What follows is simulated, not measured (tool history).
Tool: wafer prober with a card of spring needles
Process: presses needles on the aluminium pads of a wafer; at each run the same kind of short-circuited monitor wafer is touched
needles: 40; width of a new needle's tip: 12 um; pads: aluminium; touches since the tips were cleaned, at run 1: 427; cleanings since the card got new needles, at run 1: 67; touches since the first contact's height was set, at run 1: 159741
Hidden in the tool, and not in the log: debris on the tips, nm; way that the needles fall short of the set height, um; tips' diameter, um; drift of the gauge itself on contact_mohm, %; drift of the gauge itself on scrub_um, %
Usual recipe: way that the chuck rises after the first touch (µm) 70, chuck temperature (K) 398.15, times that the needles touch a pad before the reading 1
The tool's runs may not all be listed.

run,hour,way that the chuck rises after the first touch (µm),chuck temperature (K),times that the needles touch a pad before the reading,touches since the tips were cleaned,cleanings since the card got new needles,touches since the first contact's height was set,resistance of one needle with its contact and lead (mohm),way that a needle slides on the pad (µm)
1,0.0,70,398.15,1,427,67,159741,128,16.00
# hour 3.2: tips cleaned on abrasive film
# hour 7.4: tips cleaned on abrasive film
2,10.3,70,398.15,1,1631,69,165311,145,15.99
# hour 11.2: tips cleaned on abrasive film
# hour 15.2: tips cleaned on abrasive film
# hour 19.3: tips cleaned on abrasive film
3,22.7,70,398.15,1,1844,72,171921,152,15.98
# hour 23.6: tips cleaned on abrasive film
# hour 27.6: tips cleaned on abrasive film
# hour 31.3: tips cleaned on abrasive film
4,31.3,70,398.15,1,0,75,176488,122,15.90
# hour 35.2: tips cleaned on abrasive film
# hour 39.4: tips cleaned on abrasive film
5,41.1,70,398.15,1,903,77,181774,140,15.77
# hour 43.5: tips cleaned on abrasive film
6,47.0,70,398.15,1,1920,78,184964,148,15.85
# hour 47.8: tips cleaned on abrasive film
# hour 51.6: tips cleaned on abrasive film
# hour 55.6: tips cleaned on abrasive film
7,57.7,70,314.15,1,1207,81,190720,135,15.52
# hour 59.2: tips cleaned on abrasive film
# hour 63.5: tips cleaned on abrasive film
8,66.7,70,314.15,1,1740,83,195539,138,15.58
# hour 67.7: tips cleaned on abrasive film
# hour 72.1: tips cleaned on abrasive film
9,73.4,70,398.15,2,767,85,199132,131,15.68
# hour 75.8: tips cleaned on abrasive film
# hour 80.0: tips cleaned on abrasive film
# hour 84.2: tips cleaned on abrasive film
10,85.8,70,398.15,2,896,88,205753,133,15.43
# hour 88.1: tips cleaned on abrasive film
# hour 92.6: tips cleaned on abrasive film
11,95.0,70,358.15,1,1301,90,210688,142,15.51
# hour 96.8: tips cleaned on abrasive film
# hour 100.9: tips cleaned on abrasive film
# hour 104.9: tips cleaned on abrasive film
12,105.4,70,358.15,2,263,93,216243,125,15.41
# hour 109.0: tips cleaned on abrasive film
# hour 113.1: tips cleaned on abrasive film
13,115.7,70,358.15,2,1436,95,221802,132,15.17
# hour 117.5: tips cleaned on abrasive film
# hour 121.2: tips cleaned on abrasive film
# hour 125.0: tips cleaned on abrasive film
14,125.0,70,358.15,2,0,98,226773,119,15.40
# hour 129.2: tips cleaned on abrasive film
# hour 133.1: tips cleaned on abrasive film
15,134.6,90,398.15,2,847,100,231948,124,20.11
# hour 137.0: tips cleaned on abrasive film
# hour 141.3: tips cleaned on abrasive film
16,144.0,77,398.15,1,1476,102,236980,145,17.14
# hour 145.8: tips cleaned on abrasive film
# hour 149.9: tips cleaned on abrasive film
17,152.1,77,398.15,1,1181,104,241315,140,16.90
# hour 153.9: tips cleaned on abrasive film
# hour 157.9: tips cleaned on abrasive film
# hour 161.6: tips cleaned on abrasive film
# hour 162.6: height of the first contact set anew
18,163.9,52,302.15,2,1107,107,723,135,12.84
# hour 165.8: tips cleaned on abrasive film
# hour 170.0: tips cleaned on abrasive film
19,170.3,53,398.15,1,135,109,4102,133,13.02
# hour 174.1: tips cleaned on abrasive film
# hour 177.9: tips cleaned on abrasive film
# hour 182.1: tips cleaned on abrasive film
20,182.1,60,301.15,1,33,112,10461,115,14.47
# hour 186.1: tips cleaned on abrasive film
# hour 190.3: tips cleaned on abrasive film
21,192.3,60,301.15,1,1079,114,15921,135,14.42
# hour 194.7: tips cleaned on abrasive film
# hour 198.9: tips cleaned on abrasive film
# hour 203.3: tips cleaned on abrasive film
22,203.3,60,301.15,1,22,117,21841,114,14.64
# hour 207.7: tips cleaned on abrasive film
23,208.7,60,301.15,1,552,118,24741,127,14.80
# hour 212.0: tips cleaned on abrasive film
24,214.1,60,301.15,1,1150,119,27640,144,14.57
# hour 216.1: tips cleaned on abrasive film
# hour 220.0: tips cleaned on abrasive film
# hour 223.9: tips cleaned on abrasive film
25,226.4,60,300.15,2,1384,122,34248,131,14.33
# hour 227.9: tips cleaned on abrasive film
# hour 231.9: tips cleaned on abrasive film
# hour 235.7: tips cleaned on abrasive film
26,239.1,60,300.15,2,1885,125,41086,137,14.44

Expected results for the next run?
# hour 239.8: tips cleaned on abrasive film
# hour 243.5: tips cleaned on abrasive film
# hour 247.4: tips cleaned on abrasive film
# hour 251.3: tips cleaned on abrasive film
27,251.4,60,300.15,2,78,129,47622,?,?

Run 27 produced resistance of one needle with its contact and lead (mohm) 113, way that a needle slides on the pad (µm) 14.26.
Without the tool's hidden state the same run would have given resistance of one needle with its contact and lead (mohm) 106, way that a needle slides on the pad (µm) 14.72.

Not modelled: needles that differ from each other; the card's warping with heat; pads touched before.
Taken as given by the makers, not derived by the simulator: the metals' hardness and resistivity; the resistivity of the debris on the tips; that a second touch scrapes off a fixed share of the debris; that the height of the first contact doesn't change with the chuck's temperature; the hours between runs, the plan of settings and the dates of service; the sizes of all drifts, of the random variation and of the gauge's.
